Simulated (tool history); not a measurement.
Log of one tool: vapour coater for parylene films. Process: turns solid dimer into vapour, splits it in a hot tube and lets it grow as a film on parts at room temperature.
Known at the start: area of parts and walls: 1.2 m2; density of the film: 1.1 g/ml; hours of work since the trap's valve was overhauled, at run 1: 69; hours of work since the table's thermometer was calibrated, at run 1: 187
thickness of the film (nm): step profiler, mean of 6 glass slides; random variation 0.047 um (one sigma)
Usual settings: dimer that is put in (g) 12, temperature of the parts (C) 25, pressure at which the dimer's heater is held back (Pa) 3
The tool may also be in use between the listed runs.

| run | hour | dimer that is put in (g) | temperature of the parts (C) | pressure at which the dimer's heater is held back (Pa) | hours of work since the trap's valve was overhauled | hours of work since the table's thermometer was calibrated | thickness of the film (nm) |
|---|---|---|---|---|---|---|---|
| 1 | 0 | 12 | 25 | 3 | 69 | 187 | 5170 |
| 2 | 31.4 | 12 | 25 | 3 | 89 | 208 | 5090 |
| 3 | 93.6 | 12 | 28 | 3 | 130 | 249 | 4440 |
| 4 | 162.7 | 8 | 28 | 3 | 175 | 294 | 2880 |
| 5 | 216.1 | 8 | 28 | 3 | 210 | 329 | 2850 |
|  | 240 | trap's valve overhauled |
| 6 | 292.8 | 19 | 28 | 3 | 35 | 377 | 7310 |
| 7 | 353.1 | 12 | 25 | 5.44 | 74 | 416 | 4770 |
| 8 | 403.9 | 20 | 25 | 3 | 107 | 450 | 8450 |
| 9 | 472.4 | 20 | 25 | 3 | 152 | 494 | 8200 |
| 10 | 515.6 | 15 | 25 | 3 | 181 | 523 | 6150 |
| 11 | 548.7 | 12 | 25 | 3 | 202 | 545 | 4880 |
|  | 583 | trap's valve overhauled |
| 12 | 626.7 | 12 | 17 | 3 | 29 | 593 | 7380 |
| 13 | 668.4 | 12 | 25 | 3.59 | 56 | 620 | 5100 |
| 14 | 723.3 | 12 | 25 | 3.59 | 92 | 656 | 5050 |
| 15 | 776.6 | 12 | 25 | 8.01 | 127 | 691 | 4420 |
| 16 | 833.4 | 6 | 20 | 3.96 | 164 | 729 | 2970 |
| 17 | 880.7 | 7 | 33 | 5.28 | 195 | 760 | 1900 |
|  | 926.7 | trap's valve overhauled |
| 18 | 932.9 | 7 | 33 | 5.28 | 4 | 791 | 2050 |
| 19 | 970 | 16 | 25 | 7.74 | 28 | 815 | 6240 |
| 20 | 1014.8 | 17 | 25 | 4.11 | 58 | 845 | 7120 |
| 21 | 1068.8 | 13 | 31 | 10.03 | 93 | 880 | 3640 |
| 22 | 1123.7 | 13 | 31 | 10.03 | 129 | 916 | 3620 |
| 23 | 1183.9 | 13 | 31 | 10.03 | 169 | 956 | 3550 |
| 24 | 1256.1 | 5 | 33 | 7.88 | 216 | 1003 | 1240 |
|  | 1271 | trap's valve overhauled |
| 25 | 1329 | 6 | 27 | 3 | 38 | 1048 | 2530 |
| 26 | 1381 | 12 | 24 | 10.12 | 72 | 1082 | 4540 |
| 27 | 1429.3 | 12 | 27 | 4.76 | 104 | 1114 | 4460 |
| 28 | 1477 | 8 | 25 | 3 | 135 | 1145 | 3440 |

5 ways to go on from here, each from the tool as it stands after run 28. What would each give?
| A | 1519.3 | 10 | 23 | 3.2 | 163 | 1173 | ? |
| B | 1519.3 | 6 | 32 | 3 | 163 | 1173 | ? |
| C | 1519.3 | 14 | 25 | 3 | 163 | 1173 | ? |
| D | 1519.3 | 12 | 25 | 5.85 | 163 | 1173 | ? |
| E | 1519.3 | 8 | 32 | 3 | 163 | 1173 | ? |

| run | thickness of the film (nm) |
|---|---|
| A | 4540 |
| B | 1950 |
| C | 6000 |
| D | 4590 |
| E | 2550 |
Without the tool's hidden state the same runs would have given:
| run | thickness of the film (nm) |
|---|---|
| A | 4690 |
| B | 2010 |
| C | 6200 |
| D | 4740 |
| E | 2630 |
